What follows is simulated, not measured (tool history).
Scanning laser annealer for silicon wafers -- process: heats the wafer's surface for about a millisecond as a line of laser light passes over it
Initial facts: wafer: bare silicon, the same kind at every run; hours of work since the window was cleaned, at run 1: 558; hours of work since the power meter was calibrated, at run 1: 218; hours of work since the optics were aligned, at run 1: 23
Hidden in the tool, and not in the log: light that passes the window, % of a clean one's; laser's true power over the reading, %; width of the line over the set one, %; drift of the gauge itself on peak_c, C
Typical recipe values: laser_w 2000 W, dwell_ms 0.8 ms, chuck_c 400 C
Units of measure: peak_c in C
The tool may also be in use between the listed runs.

run	hour	laser_w	dwell_ms	chuck_c	hours of work since the window was cleaned	hours of work since the power meter was calibrated	hours of work since the optics were aligned	peak_c
1	0	2000	0.8	400	558	218	23	1099
2	27.1	1929	0.8	400	573	233	38	1068
3	52	1929	0.8	400	586	246	51	1070
4	74.2	1929	0.8	400	598	258	63	1069
5	88.9	1929	0.8	400	606	266	71	1064
6	112.9	1929	0.8	400	619	279	84	1067
7	128.4	1929	0.8	400	627	287	92	1067
8	147.2	2000	0.8	400	637	297	102	1092
9	165.2	2000	0.8	400	647	307	112	1093
10	190.7	2000	0.8	400	661	320	126	1094
11	206.2	2000	0.8	400	669	329	134	1093
12	239.9	2000	0.8	400	687	347	152	1094
13	266.8	2000	0.8	400	701	361	167	1089
14	292.9	2000	0.952	400	715	375	181	1163
15	310	2069	0.8	433	725	384	190	1151
16	327.4	1921	0.8	438	734	394	199	1092

Run 17, settings as shown, results not yet in. Your forecast:
17	357.7	2190	0.8	400	750	410	215	?

For run 17 the tool returned peak_c 1167 C.
With the hidden condition absent and the run-to-run variation left alone, this run would have shown peak_c 1208 C.
